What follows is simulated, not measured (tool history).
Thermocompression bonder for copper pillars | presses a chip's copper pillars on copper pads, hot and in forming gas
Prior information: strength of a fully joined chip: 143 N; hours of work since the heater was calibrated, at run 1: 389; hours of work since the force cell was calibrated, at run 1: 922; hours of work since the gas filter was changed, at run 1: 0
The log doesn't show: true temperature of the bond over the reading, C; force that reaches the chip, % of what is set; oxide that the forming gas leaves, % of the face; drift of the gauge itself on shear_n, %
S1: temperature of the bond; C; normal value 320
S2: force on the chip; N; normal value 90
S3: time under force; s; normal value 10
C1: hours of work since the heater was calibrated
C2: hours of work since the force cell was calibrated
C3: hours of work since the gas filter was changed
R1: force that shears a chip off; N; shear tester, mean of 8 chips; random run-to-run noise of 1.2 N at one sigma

run 1 hour=0 | S1=320 S2=90 S3=10 | C1=389 C2=922 C3=0 | R1=99.9
run 2 hour=49.1 | S1=320 S2=90 S3=10 | C1=412 C2=946 C3=23 | R1=98.5
run 3 hour=85.5 | S1=320 S2=90 S3=10 | C1=430 C2=963 C3=41 | R1=97.6
run 4 hour=121.3 | S1=320 S2=90 S3=10 | C1=447 C2=980 C3=58 | R1=98.4
run 5 hour=152.4 | S1=320 S2=90 S3=7 | C1=462 C2=995 C3=73 | R1=87.6
run 6 hour=196.4 | S1=320 S2=90 S3=10 | C1=482 C2=1016 C3=93 | R1=92.1
-- hour=203.2 heater calibrated with a thermocouple chip
run 7 hour=226 | S1=320 S2=90 S3=10 | C1=11 C2=1029 C3=107 | R1=90.2
run 8 hour=262.6 | S1=292 S2=90 S3=10 | C1=28 C2=1046 C3=124 | R1=63
run 9 hour=295.5 | S1=292 S2=90 S3=10 | C1=44 C2=1062 C3=140 | R1=62
-- hour=332.3 heater calibrated with a thermocouple chip, once more
-- hour=332.8 forming gas filter changed
run 10 hour=337.4 | S1=292 S2=90 S3=10 | C1=2 C2=1081 C3=2 | R1=76.9
run 11 hour=365.4 | S1=292 S2=90 S3=10 | C1=16 C2=1094 C3=16 | R1=74.9
run 12 hour=394.8 | S1=292 S2=90 S3=6 | C1=30 C2=1108 C3=30 | R1=62.7
run 13 hour=419.6 | S1=320 S2=70 S3=13 | C1=41 C2=1120 C3=41 | R1=91.9

Branching from run 13: 5 alternative next runs. What would each branch give?
run A hour=452.3 | S1=305 S2=82 S3=17 | C1=57 C2=1136 C3=57 | R1=?
run B hour=452.3 | S1=320 S2=58 S3=26 | C1=57 C2=1136 C3=57 | R1=?
run C hour=452.3 | S1=293 S2=125 S3=17 | C1=57 C2=1136 C3=57 | R1=?
run D hour=452.3 | S1=311 S2=90 S3=26 | C1=57 C2=1136 C3=57 | R1=?
run E hour=452.3 | S1=300 S2=125 S3=15 | C1=57 C2=1136 C3=57 | R1=?

run=A R1=94.3
run=B R1=96
run=C R1=106.4
run=D R1=115.6
run=E R1=108.8
Stripped of hidden state, with their random variation kept, the same runs would have yielded:
run=A R1=100
run=B R1=101.7
run=C R1=112.3
run=D R1=121.7
run=E R1=114.7

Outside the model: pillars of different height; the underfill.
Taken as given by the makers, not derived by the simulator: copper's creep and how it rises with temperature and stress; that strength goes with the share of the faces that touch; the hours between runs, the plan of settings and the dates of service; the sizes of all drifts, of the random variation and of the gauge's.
